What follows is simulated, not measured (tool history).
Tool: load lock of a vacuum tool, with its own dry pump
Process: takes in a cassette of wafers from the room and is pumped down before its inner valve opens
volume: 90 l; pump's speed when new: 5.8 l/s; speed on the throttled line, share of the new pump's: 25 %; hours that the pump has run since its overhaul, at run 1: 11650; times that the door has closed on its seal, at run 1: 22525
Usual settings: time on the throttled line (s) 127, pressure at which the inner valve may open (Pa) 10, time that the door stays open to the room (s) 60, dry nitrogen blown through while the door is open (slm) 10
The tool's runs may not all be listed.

run,day,time on the throttled line (s),pressure at which the inner valve may open (Pa),time that the door stays open to the room (s),dry nitrogen blown through while the door is open (slm),hours that the pump has run since its overhaul,times that the door has closed on its seal,"incoming humidity of the room's air, %",time from the closed door until the inner valve may open (s),rise of the pressure with all valves shut (Pa/min)
1,0,127,10,60,10,11650,22525,44.2,252.6,0.117
2,4.188,127,10,60,10,11751,22875,42.1,257.9,0.121
3,8.221,127,10,60,10,11848,23211,44.7,256.5,0.119
4,12.079,127,10,60,33,11940,23534,44,260.1,0.109
5,16.621,71,10,60,10,12049,23913,45.9,216.2,0.129
6,23.808,71,10,60,10,12222,24514,43.6,217,0.13
7,26.838,71,10,60,10,12295,24767,45.7,218.3,0.13
8,31.571,117,10,60,10,12408,25162,41.9,248.9,0.131
9,35.667,127,10,38,10,12506,25504,43.7,259.9,0.127
10,41.783,127,10,238,10,12653,26015,47.4,256.4,0.185
11,47.617,127,10,238,4,12793,26502,43.1,257.3,0.198
12,54.242,127,10,238,14,12952,27056,45,257.4,0.167
13,60.596,71,10,238,14,13105,27586,43.2,217.6,0.167
14,67.933,119,15,187,10,13281,28199,44.5,245.6,0.179
15,74.042,127,10,225,10,13427,28709,46.4,260.7,0.19
16,77.717,127,10,225,10,13516,29016,45.7,259.7,0.193
17,82.192,214,10,225,7,13623,29390,44.4,323.1,0.198
18,87.754,214,10,225,7,13757,29854,42.9,319.1,0.202
19,92.421,214,10,225,7,13869,30244,41.1,321.8,0.199
20,96.604,214,10,195,21,13969,30594,45.9,322.1,0.172
21,100.588,214,10,132,21,14065,30926,44.8,322.4,0.173
22,106.783,214,10,132,21,14213,31444,43.2,321.5,0.176
23,113.654,124,10,107,12,14378,32018,43.8,258.2,0.185
24,117.962,127,14,60,15,14482,32378,44.2,254.3,0.168
25,123.467,141,10,33,10,14614,32838,43.9,270.7,0.171

Forecast each of these 3 alternatives for the next run:
A,127.096,81,10,84,10,14701,33141,42.9,?,?
B,127.096,127,17,60,10,14701,33141,47.7,?,?
C,127.096,132,10,203,10,14701,33141,44.9,?,?

run,time from the closed door until the inner valve may open (s),rise of the pressure with all valves shut (Pa/min)
A,231.8,0.188
B,253,0.187
C,263.6,0.214
Without the tool's hidden state the same runs would have given:
run,time from the closed door until the inner valve may open (s),rise of the pressure with all valves shut (Pa/min)
A,206.3,0.029
B,231.6,0.03
C,241.1,0.057
